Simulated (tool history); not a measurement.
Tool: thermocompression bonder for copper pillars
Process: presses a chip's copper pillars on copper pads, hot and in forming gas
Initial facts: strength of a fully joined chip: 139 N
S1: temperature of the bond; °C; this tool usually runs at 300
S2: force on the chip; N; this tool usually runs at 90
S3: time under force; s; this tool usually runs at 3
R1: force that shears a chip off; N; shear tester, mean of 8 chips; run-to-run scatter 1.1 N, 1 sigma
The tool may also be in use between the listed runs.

run,hour,S1,S2,S3,R1
1,0.0,300,90,3,87.8
2,49.5,300,90,3,84.2
3,136.8,300,90,3,83.0
4,191.9,300,90,3,82.0
5,265.6,312,90,3,86.3
6,329.8,286,90,3,66.9
7,398.2,300,60,3,54.3
# hour 433.7: forming gas filter changed
# hour 449.1: heater calibrated with a thermocouple chip
8,451.5,300,60,3,67.4
9,524.5,300,60,3,68.0
10,592.5,300,90,9,110.7
11,673.1,300,90,4,88.2
12,760.4,300,75,3,68.9
13,826.5,300,75,3,68.3
# hour 881.3: forming gas filter changed
14,898.9,300,75,3,73.6
15,961.6,295,90,3,78.0
# hour 1004.7: force cell calibrated
16,1033.7,295,90,3,73.0
17,1093.0,295,90,3,70.9
18,1179.3,295,90,2,58.8
# hour 1211.4: heater calibrated with a thermocouple chip
19,1241.0,300,90,3,78.8
20,1283.3,300,90,3,75.2
# hour 1313.2: force cell calibrated, once more
21,1321.5,300,90,3,82.7
# hour 1329.8: forming gas filter changed
22,1371.1,308,134,2,105.3
23,1407.2,285,74,2,61.0
24,1473.3,328,129,8,129.5
25,1541.2,278,129,6,103.9
26,1580.5,300,65,8,90.9
27,1662.3,300,65,8,85.9
28,1724.6,330,102,9,118.6
29,1760.7,330,58,9,99.4
# hour 1773.8: forming gas filter changed
30,1814.2,329,111,9,128.8
31,1892.4,329,111,9,125.1

Run 32 comes next. What will it give?
# hour 1968.7: heater calibrated with a thermocouple chip
32,1983.7,329,57,3,?

Run 32 came out at R1 81.4 N.
With no hidden state in the tool, this same run would have given R1 89.0 N.

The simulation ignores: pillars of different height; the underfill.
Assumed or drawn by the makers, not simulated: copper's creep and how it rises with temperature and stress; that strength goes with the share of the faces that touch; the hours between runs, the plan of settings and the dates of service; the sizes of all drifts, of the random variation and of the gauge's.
